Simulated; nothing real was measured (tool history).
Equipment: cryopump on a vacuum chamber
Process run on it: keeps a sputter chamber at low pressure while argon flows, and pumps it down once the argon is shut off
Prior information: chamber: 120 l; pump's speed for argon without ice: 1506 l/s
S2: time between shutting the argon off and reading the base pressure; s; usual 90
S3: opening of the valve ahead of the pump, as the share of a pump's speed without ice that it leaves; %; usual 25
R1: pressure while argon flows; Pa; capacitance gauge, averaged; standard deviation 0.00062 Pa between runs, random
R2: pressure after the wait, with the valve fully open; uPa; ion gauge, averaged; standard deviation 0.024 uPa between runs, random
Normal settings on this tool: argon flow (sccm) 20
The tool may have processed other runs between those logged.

run 1 hour=0.0 | argon_flow_(sccm)=20 S2=90 S3=25 | R1=0.0904 R2=1.55
run 2 hour=22.1 | argon_flow_(sccm)=20 S2=90 S3=25 | R1=0.0900 R2=1.54
run 3 hour=41.1 | argon_flow_(sccm)=20 S2=90 S3=25 | R1=0.0900 R2=1.54
run 4 hour=54.8 | argon_flow_(sccm)=20 S2=90 S3=25 | R1=0.0902 R2=1.56
run 5 hour=72.5 | argon_flow_(sccm)=20 S2=59 S3=25 | R1=0.0910 R2=1.93
run 6 hour=87.8 | argon_flow_(sccm)=20 S2=59 S3=25 | R1=0.0909 R2=1.96
run 7 hour=101.1 | argon_flow_(sccm)=17 S2=90 S3=25 | R1=0.0769 R2=1.56
run 8 hour=120.1 | argon_flow_(sccm)=20 S2=90 S3=25 | R1=0.0902 R2=1.63
run 9 hour=136.2 | argon_flow_(sccm)=20 S2=90 S3=25 | R1=0.0905 R2=1.56
run 10 hour=153.9 | argon_flow_(sccm)=20 S2=90 S3=25 | R1=0.0911 R2=1.62
run 11 hour=163.9 | argon_flow_(sccm)=20 S2=90 S3=25 | R1=0.0915 R2=1.64
run 12 hour=187.2 | argon_flow_(sccm)=20 S2=157 S3=25 | R1=0.0914 R2=1.36
run 13 hour=202.7 | argon_flow_(sccm)=11 S2=50 S3=36 | R1=0.0353 R2=2.22
run 14 hour=213.9 | argon_flow_(sccm)=11 S2=50 S3=36 | R1=0.0356 R2=2.18
run 15 hour=225.3 | argon_flow_(sccm)=31 S2=133 S3=25 | R1=0.1414 R2=1.49
run 16 hour=245.8 | argon_flow_(sccm)=20 S2=78 S3=46 | R1=0.0501 R2=1.83
run 17 hour=264.1 | argon_flow_(sccm)=20 S2=78 S3=46 | R1=0.0501 R2=1.81
run 18 hour=276.3 | argon_flow_(sccm)=40 S2=34 S3=32 | R1=0.1424 R2=2.74
run 19 hour=295.9 | argon_flow_(sccm)=40 S2=34 S3=32 | R1=0.1434 R2=2.73
run 20 hour=307.8 | argon_flow_(sccm)=40 S2=34 S3=35 | R1=0.1314 R2=2.89
run 21 hour=326.3 | argon_flow_(sccm)=20 S2=36 S3=35 | R1=0.0666 R2=2.71

Selected run-to-run steps in R1, each split into two signed amounts: the part the tool would show with no hidden state at all (from settings, incoming material and random variation), and the remainder, which goes to the hidden state together with any gauge scatter not common to the measured and the hidden-state-free results:
What the log doesn't record here: pump's speed, % of a pump's without ice; cold plate's temperature, K; leak into the chamber, uPa l/s; drift of the gauge itself on working_pa, %; drift of the gauge itself on base_upa, %.
Run 14 -> 15: argon flow (sccm) 11 -> 31, S2 50 -> 133, S3 36 -> 25. R1 +0.1058 Pa: hidden state +0.0014, all else +0.1044.
Run 17 -> 18: argon flow (sccm) 20 -> 40, S2 78 -> 34, S3 46 -> 32. R1 +0.0923 Pa: hidden state +0.0018, all else +0.0905.
Run 20 -> 21: argon flow (sccm) 40 -> 20, S2 34 -> 36. R1 -0.0648 Pa: hidden state -0.0018, all else -0.0630.

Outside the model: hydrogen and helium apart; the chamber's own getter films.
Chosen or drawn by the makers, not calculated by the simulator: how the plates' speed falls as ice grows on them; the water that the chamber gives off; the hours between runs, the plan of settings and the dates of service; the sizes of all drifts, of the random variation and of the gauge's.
